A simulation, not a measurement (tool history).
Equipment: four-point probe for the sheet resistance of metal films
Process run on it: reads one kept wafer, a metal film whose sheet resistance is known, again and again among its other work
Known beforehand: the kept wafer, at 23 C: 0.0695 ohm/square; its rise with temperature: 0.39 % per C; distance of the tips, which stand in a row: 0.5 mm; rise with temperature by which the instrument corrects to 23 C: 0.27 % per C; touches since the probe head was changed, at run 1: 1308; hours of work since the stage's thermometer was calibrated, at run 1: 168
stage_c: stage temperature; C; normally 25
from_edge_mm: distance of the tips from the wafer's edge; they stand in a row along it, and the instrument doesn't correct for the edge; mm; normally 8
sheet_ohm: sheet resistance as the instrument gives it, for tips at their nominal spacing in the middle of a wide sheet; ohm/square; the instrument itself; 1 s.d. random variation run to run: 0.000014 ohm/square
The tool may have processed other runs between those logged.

run	hour	stage_c	from_edge_mm	touches since the probe head was changed	hours of work since the stage's thermometer was calibrated	sheet_ohm
1	0	25	8	1308	168	0.069943
2	19.4	25	8	1554	178	0.069978
3	36.9	25	8	1776	187	0.069943
4	52.9	25	8	1980	196	0.069972
5	61.3	25	8	2086	200	0.069953
6	76.3	25	3	2277	208	0.070834
7	85.7	25	3	2396	213	0.070833
8	99.7	25	8	2574	220	0.069945
9	113	25	8	2743	227	0.069954
10	132.3	25	8	2988	238	0.069934
11	145.3	31	8	3154	244	0.070424
12	162.3	31	8	3369	253	0.070454
13	180.2	25	8	3597	263	0.069974
14	189.1	25	8	3710	268	0.069939
15	208.8	32	8	3960	278	0.070526
16	223.3	32	8	4145	286	0.07053
17	237.4	25	8	4323	293	0.069941
18	256.9	25	8	4570	303	0.069944
19	273.1	24	33	4776	312	0.069723
20	291.1	25	59	5005	321	0.069785
21	308.5	32	4	5227	331	0.07095
22	316.7	31	30	5330	335	0.070316
23	330.9	18	4	5510	342	0.069742
24	340.4	19	69	5631	347	0.069281
25	352.7	25	6	5787	354	0.070052
26	371.5	25	6	6027	364	0.070084
27	381.5	25	19	6153	369	0.069798
28	391.1	25	19	6275	374	0.069825
29	411.2	28	30	6530	385	0.070041
30	425.2	25	69	6709	392	0.069791

Run 31 is up next; what results do you expect?
31	444.4	24	7	6952	402	?

Run 31 produced sheet_ohm 0.069884 ohm/square.
The same run, on a tool lacking any hidden state, would have yielded sheet_ohm 0.069773 ohm/square.
